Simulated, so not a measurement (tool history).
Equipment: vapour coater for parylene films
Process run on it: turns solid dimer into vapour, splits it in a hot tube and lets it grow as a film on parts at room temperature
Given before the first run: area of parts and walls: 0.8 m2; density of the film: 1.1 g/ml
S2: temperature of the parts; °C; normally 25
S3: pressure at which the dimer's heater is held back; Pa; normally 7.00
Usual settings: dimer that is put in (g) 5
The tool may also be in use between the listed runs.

run 1 hour=0.0 | dimer_that_is_put_in_(g)=5 S2=25 S3=7.00 | thickness_of_the_film_(µm)=4.20
run 2 hour=7.6 | dimer_that_is_put_in_(g)=5 S2=25 S3=7.00 | thickness_of_the_film_(µm)=4.16
run 3 hour=15.2 | dimer_that_is_put_in_(g)=5 S2=25 S3=7.00 | thickness_of_the_film_(µm)=4.19
run 4 hour=30.0 | dimer_that_is_put_in_(g)=5 S2=25 S3=7.00 | thickness_of_the_film_(µm)=4.20
run 5 hour=40.9 | dimer_that_is_put_in_(g)=5 S2=25 S3=7.00 | thickness_of_the_film_(µm)=4.22
run 6 hour=49.6 | dimer_that_is_put_in_(g)=5 S2=25 S3=11.34 | thickness_of_the_film_(µm)=4.04
run 7 hour=65.4 | dimer_that_is_put_in_(g)=5 S2=25 S3=11.34 | thickness_of_the_film_(µm)=4.06
run 8 hour=79.3 | dimer_that_is_put_in_(g)=5 S2=25 S3=11.34 | thickness_of_the_film_(µm)=4.08
run 9 hour=86.3 | dimer_that_is_put_in_(g)=5 S2=25 S3=7.00 | thickness_of_the_film_(µm)=4.17
run 10 hour=96.5 | dimer_that_is_put_in_(g)=5 S2=25 S3=7.00 | thickness_of_the_film_(µm)=4.15
run 11 hour=107.4 | dimer_that_is_put_in_(g)=5 S2=25 S3=3.27 | thickness_of_the_film_(µm)=4.44
run 12 hour=119.7 | dimer_that_is_put_in_(g)=5 S2=25 S3=3.27 | thickness_of_the_film_(µm)=4.35
run 13 hour=130.1 | dimer_that_is_put_in_(g)=5 S2=25 S3=7.00 | thickness_of_the_film_(µm)=4.16
run 14 hour=137.8 | dimer_that_is_put_in_(g)=5 S2=34 S3=7.00 | thickness_of_the_film_(µm)=2.73
run 15 hour=146.8 | dimer_that_is_put_in_(g)=5 S2=25 S3=7.00 | thickness_of_the_film_(µm)=4.14
run 16 hour=162.4 | dimer_that_is_put_in_(g)=5 S2=25 S3=5.68 | thickness_of_the_film_(µm)=4.17
run 17 hour=173.3 | dimer_that_is_put_in_(g)=5 S2=25 S3=5.68 | thickness_of_the_film_(µm)=4.18
run 18 hour=186.9 | dimer_that_is_put_in_(g)=5 S2=25 S3=7.00 | thickness_of_the_film_(µm)=4.13
run 19 hour=194.2 | dimer_that_is_put_in_(g)=5 S2=19 S3=7.00 | thickness_of_the_film_(µm)=5.26
run 20 hour=207.3 | dimer_that_is_put_in_(g)=5 S2=19 S3=7.00 | thickness_of_the_film_(µm)=5.30
run 21 hour=215.6 | dimer_that_is_put_in_(g)=5 S2=19 S3=7.00 | thickness_of_the_film_(µm)=5.32
run 22 hour=225.3 | dimer_that_is_put_in_(g)=5 S2=34 S3=7.00 | thickness_of_the_film_(µm)=2.68
run 23 hour=236.5 | dimer_that_is_put_in_(g)=5 S2=25 S3=5.80 | thickness_of_the_film_(µm)=4.14
run 24 hour=243.5 | dimer_that_is_put_in_(g)=5 S2=29 S3=2.68 | thickness_of_the_film_(µm)=3.61
run 25 hour=254.8 | dimer_that_is_put_in_(g)=5 S2=29 S3=2.68 | thickness_of_the_film_(µm)=3.60
run 26 hour=270.7 | dimer_that_is_put_in_(g)=5 S2=25 S3=2.74 | thickness_of_the_film_(µm)=4.33
run 27 hour=279.4 | dimer_that_is_put_in_(g)=5 S2=18 S3=9.48 | thickness_of_the_film_(µm)=5.28
run 28 hour=292.9 | dimer_that_is_put_in_(g)=6 S2=21 S3=9.48 | thickness_of_the_film_(µm)=5.73
run 29 hour=304.5 | dimer_that_is_put_in_(g)=3 S2=29 S3=4.23 | thickness_of_the_film_(µm)=2.08
run 30 hour=314.8 | dimer_that_is_put_in_(g)=3 S2=29 S3=4.23 | thickness_of_the_film_(µm)=2.08
run 31 hour=325.9 | dimer_that_is_put_in_(g)=8 S2=23 S3=2.78 | thickness_of_the_film_(µm)=7.55
run 32 hour=338.7 | dimer_that_is_put_in_(g)=4 S2=25 S3=4.70 | thickness_of_the_film_(µm)=3.32
run 33 hour=353.0 | dimer_that_is_put_in_(g)=8 S2=19 S3=7.00 | thickness_of_the_film_(µm)=8.24
run 34 hour=361.0 | dimer_that_is_put_in_(g)=2 S2=25 S3=5.66 | thickness_of_the_film_(µm)=1.63
run 35 hour=372.6 | dimer_that_is_put_in_(g)=8 S2=32 S3=7.00 | thickness_of_the_film_(µm)=4.64
run 36 hour=386.4 | dimer_that_is_put_in_(g)=8 S2=32 S3=7.00 | thickness_of_the_film_(µm)=4.63
run 37 hour=397.8 | dimer_that_is_put_in_(g)=3 S2=24 S3=3.08 | thickness_of_the_film_(µm)=2.65
run 38 hour=413.4 | dimer_that_is_put_in_(g)=3 S2=24 S3=3.08 | thickness_of_the_film_(µm)=2.68
run 39 hour=429.4 | dimer_that_is_put_in_(g)=3 S2=24 S3=3.08 | thickness_of_the_film_(µm)=2.67

Each row is a separate what-if for the run after 39, all from the same tool condition, not one after another. Results?
run A hour=440.7 | dimer_that_is_put_in_(g)=3 S2=19 S3=3.08 | thickness_of_the_film_(µm)=?
run B hour=440.7 | dimer_that_is_put_in_(g)=4 S2=20 S3=7.00 | thickness_of_the_film_(µm)=?
run C hour=440.7 | dimer_that_is_put_in_(g)=4 S2=20 S3=11.86 | thickness_of_the_film_(µm)=?
run D hour=440.7 | dimer_that_is_put_in_(g)=4 S2=23 S3=7.00 | thickness_of_the_film_(µm)=?
run E hour=440.7 | dimer_that_is_put_in_(g)=8 S2=35 S3=9.61 | thickness_of_the_film_(µm)=?

run=A thickness_of_the_film_(µm)=3.12
run=B thickness_of_the_film_(µm)=4.02
run=C thickness_of_the_film_(µm)=3.85
run=D thickness_of_the_film_(µm)=3.49
run=E thickness_of_the_film_(µm)=3.87
Stripped of hidden state, with their random variation kept, the same runs would have yielded:
run=A thickness_of_the_film_(µm)=3.36
run=B thickness_of_the_film_(µm)=4.35
run=C thickness_of_the_film_(µm)=4.17
run=D thickness_of_the_film_(µm)=3.79
run=E thickness_of_the_film_(µm)=4.19
